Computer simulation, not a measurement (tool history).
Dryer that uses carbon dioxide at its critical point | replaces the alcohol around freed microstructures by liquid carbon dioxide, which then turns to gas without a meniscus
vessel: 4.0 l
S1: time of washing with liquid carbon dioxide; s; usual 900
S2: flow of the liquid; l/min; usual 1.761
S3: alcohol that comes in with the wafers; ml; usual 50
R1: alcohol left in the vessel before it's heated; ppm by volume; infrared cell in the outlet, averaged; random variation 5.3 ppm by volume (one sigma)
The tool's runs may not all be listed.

Run 1, hour 0: usual settings. Result: R1 164 ppm by volume.
Run 2, hour 6.2: usual settings but S3 105 ml. Result: R1 342 ppm by volume.
Run 3, hour 12.3: usual settings but S3 105 ml. Result: R1 340 ppm by volume.
Run 4, hour 19.3: usual settings but S3 105 ml. Result: R1 355 ppm by volume.
Run 5, hour 25.7: usual settings but S3 105 ml. Result: R1 347 ppm by volume.
Run 6, hour 34.4: usual settings but S3 24 ml. Result: R1 104 ppm by volume.
Run 7, hour 42.4: usual settings but S3 24 ml. Result: R1 100 ppm by volume.
Run 8, hour 50.7: usual settings but S3 24 ml. Result: R1 98 ppm by volume.
Run 9, hour 57.9: usual settings but S3 24 ml. Result: R1 106 ppm by volume.
Run 10, hour 63.7: usual settings. Result: R1 192 ppm by volume.
Run 11, hour 72.6: usual settings. Result: R1 204 ppm by volume.
Run 12, hour 81.6: usual settings but S1 660 s. Result: R1 610 ppm by volume.
Run 13, hour 89.6: usual settings but S3 23 ml. Result: R1 106 ppm by volume.
Run 14, hour 96.8: usual settings but S3 23 ml. Result: R1 101 ppm by volume.
Run 15, hour 102.1: usual settings but S1 1320 s, S2 1.15 l/min, S3 44 ml. Result: R1 247 ppm by volume.
Run 16, hour 111: usual settings but S1 1020 s, S2 1.15 l/min, S3 44 ml. Result: R1 559 ppm by volume.
Run 17, hour 119: usual settings but S1 1020 s, S2 1.92 l/min, S3 44 ml. Result: R1 98 ppm by volume.
Run 18, hour 126.4: usual settings but S1 780 s, S2 1.92 l/min, S3 100 ml. Result: R1 545 ppm by volume.
Run 19, hour 131.4: usual settings but S1 780 s, S2 1.92 l/min, S3 100 ml. Result: R1 561 ppm by volume.
At hour 135.8: inlet filter changed.
Run 20, hour 137: usual settings but S2 2.71 l/min, S3 27 ml. Result: R1 25 ppm by volume.
Run 21, hour 142.3: usual settings but S2 2.71 l/min, S3 27 ml. Result: R1 28 ppm by volume.
Run 22, hour 148.9: usual settings but S2 2.71 l/min, S3 27 ml. Result: R1 27 ppm by volume.
Run 23, hour 153.6: usual settings but S2 2.71 l/min, S3 27 ml. Result: R1 35 ppm by volume.
Run 24, hour 160.7: usual settings but S2 2.02 l/min. Result: R1 85 ppm by volume.
Run 25, hour 170.2: usual settings but S1 1020 s, S2 1.8 l/min, S3 78 ml. Result: R1 116 ppm by volume.
Run 26, hour 175.5: usual settings but S1 1440 s, S2 1.8 l/min, S3 78 ml. Result: R1 36 ppm by volume.
Run 27, hour 181.1: usual settings but S1 960 s, S2 1.59 l/min, S3 111 ml. Result: R1 370 ppm by volume.
Run 28, hour 190.6: usual settings but S1 960 s, S2 1.59 l/min, S3 111 ml. Result: R1 389 ppm by volume.

5 ways to go on from here, each from the tool as it stands after run 28. What would each give?
Run A, hour 199.3: usual settings but S3 74 ml. Result: R1 ?.
Run B, hour 199.3: usual settings but S1 960 s, S2 1.71 l/min, S3 72 ml. Result: R1 ?.
Run C, hour 199.3: usual settings but S2 2.93 l/min, S3 79 ml. Result: R1 ?.
Run D, hour 199.3: usual settings but S1 600 s, S2 2.02 l/min, S3 71 ml. Result: R1 ?.
Run E, hour 199.3: usual settings but S1 780 s, S2 1.5 l/min, S3 24 ml. Result: R1 ?.

run   R1
  A  244
  B  195
  C   36
  D  583
  E  245
Without the tool's hidden state the same runs would have given:
run   R1
  A  187
  B  145
  C   12
  D  486
  E  196
